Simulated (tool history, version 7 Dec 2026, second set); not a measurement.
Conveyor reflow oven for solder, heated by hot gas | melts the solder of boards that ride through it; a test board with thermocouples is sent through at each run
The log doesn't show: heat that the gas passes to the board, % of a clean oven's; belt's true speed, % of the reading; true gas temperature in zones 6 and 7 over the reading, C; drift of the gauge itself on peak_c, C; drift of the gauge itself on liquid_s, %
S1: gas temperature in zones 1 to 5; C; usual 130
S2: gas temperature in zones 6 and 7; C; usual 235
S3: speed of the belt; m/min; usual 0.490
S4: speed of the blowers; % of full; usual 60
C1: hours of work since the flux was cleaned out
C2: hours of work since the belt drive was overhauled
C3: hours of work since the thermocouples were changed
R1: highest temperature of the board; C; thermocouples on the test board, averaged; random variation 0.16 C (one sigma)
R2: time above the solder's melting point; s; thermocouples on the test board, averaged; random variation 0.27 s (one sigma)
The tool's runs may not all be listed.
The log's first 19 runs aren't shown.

run,hour,S1,S2,S3,S4,C1,C2,C3,R1,R2
20,289.7,130,235,0.492,60,179,280,433,213.1,47.9
21,307.8,130,235,0.499,61,189,289,443,212.8,47.2
# hour 316.6: flux residue cleaned out of gas plates and filters
22,325.9,130,235,0.499,61,5,297,450,212.9,47.7
23,343.4,130,226,0.499,79,15,306,460,209.5,45.6
24,361.1,130,241,0.500,60,24,316,469,218.2,51.1
25,380.9,140,250,0.588,68,35,327,480,223.3,49.1
26,393.7,130,237,0.448,60,42,333,487,218.8,57.9
27,407.0,130,237,0.466,56,49,341,494,216.2,53.8
28,421.3,129,231,0.517,78,57,348,502,212.3,45.3
29,440.4,116,235,0.490,60,67,359,512,210.5,42.4

Forecast run 30:
30,454.2,129,235,0.490,55,75,366,520,?,?

{"run 30": {"R1": 211.8, "R2": 47.0}}
Without the tool's hidden state the same run would have given R1 211.8 C, R2 47.0 s.
